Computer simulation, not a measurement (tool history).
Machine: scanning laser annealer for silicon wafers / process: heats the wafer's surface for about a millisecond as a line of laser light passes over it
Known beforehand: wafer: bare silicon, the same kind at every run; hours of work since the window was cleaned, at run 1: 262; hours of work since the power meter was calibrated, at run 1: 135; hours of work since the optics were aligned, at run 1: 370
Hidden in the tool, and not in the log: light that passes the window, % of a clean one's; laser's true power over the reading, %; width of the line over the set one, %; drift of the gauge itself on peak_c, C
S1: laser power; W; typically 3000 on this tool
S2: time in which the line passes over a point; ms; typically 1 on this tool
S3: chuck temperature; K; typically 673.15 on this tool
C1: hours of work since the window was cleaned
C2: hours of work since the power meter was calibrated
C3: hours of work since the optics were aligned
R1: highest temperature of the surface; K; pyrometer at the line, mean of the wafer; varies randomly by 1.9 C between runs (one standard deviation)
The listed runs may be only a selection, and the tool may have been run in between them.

run	hour	S1	S2	S3	C1	C2	C3	R1
1	0	3000	1	673.15	262	135	370	1345.15
2	23.4	3000	1	673.15	272	145	381	1343.15
3	40.2	3000	1	673.15	280	153	388	1344.15
4	51.7	3000	1	673.15	285	158	394	1340.15
5	75.5	3000	1	680.15	296	169	404	1345.15
6	90.9	3000	1	680.15	303	176	411	1347.15
7	105	3189	1	680.15	309	182	418	1389.15
8	116.7	3189	1	680.15	315	188	423	1385.15
9	142.5	3189	1	680.15	326	199	435	1383.15
10	161.1	3189	1	680.15	335	208	443	1385.15
11	176.6	3189	1	651.15	342	215	450	1357.15
12	201.8	3189	1	651.15	353	226	462	1356.15
13	221.4	2919	1	673.15	362	235	471	1311.15
# hour 230.7: window over the wafer cleaned
14	236.7	2919	1	673.15	3	241	477	1300.15
15	252.4	2681	1	673.15	10	248	484	1248.15
# hour 271: window over the wafer cleaned, once more
16	272	2681	1	673.15	0	256	492	1291.15
17	282.8	2681	1	673.15	5	261	497	1294.15
18	308.4	2681	1	673.15	17	273	508	1290.15
19	321.5	2815	0.8	667.15	23	279	514	1234.15
20	336.6	2815	0.8	667.15	30	285	521	1232.15
21	355.1	3192	1.11	673.15	38	294	529	1457.15
22	376.6	2923	0.92	701.15	48	304	539	1339.15
23	395.5	2923	0.8	701.15	56	312	548	1289.15
24	414.8	2923	0.8	701.15	65	321	556	1289.15
25	438.8	2923	0.8	669.15	76	332	567	1253.15
26	464.3	2923	0.8	669.15	88	343	579	1256.15
27	478.8	2999	0.76	667.15	94	350	586	1250.15
28	491.5	2639	0.81	637.15	100	356	591	1166.15
29	512.1	3209	0.71	673.15	109	365	601	1271.15
30	529.3	2726	1.2	660.15	117	373	608	1349.15
31	548.8	2726	1.2	660.15	126	382	617	1350.15
32	574.2	3220	1.05	650.15	138	393	629	1405.15
33	586.8	3261	1.15	673.15	143	399	635	1479.15
34	607.7	3138	1.23	703.15	153	408	644	1507.15
35	629.5	3138	1.23	703.15	163	418	654	1506.15

What differs in the tool's unlogged condition from the final listed run ahead of each entry between runs to the first listed run following it?
After run 13, before run 14: window over the wafer cleaned (hour 230.7)
  light that passes the window, % of a clean one's: 94.65 -> 92.86; width of the line over the set one, %: 1.88 -> 1.9
  measured less the result without the state, R1: -40 -> -54 K
After run 15, before run 16: window over the wafer cleaned, once more (hour 271)
  light that passes the window, % of a clean one's: 92.76 -> 99.88; laser's true power over the reading, %: 0.29 -> 0.3; width of the line over the set one, %: 1.93 -> 1.95
  measured less the result without the state, R1: -49 -> -4 K

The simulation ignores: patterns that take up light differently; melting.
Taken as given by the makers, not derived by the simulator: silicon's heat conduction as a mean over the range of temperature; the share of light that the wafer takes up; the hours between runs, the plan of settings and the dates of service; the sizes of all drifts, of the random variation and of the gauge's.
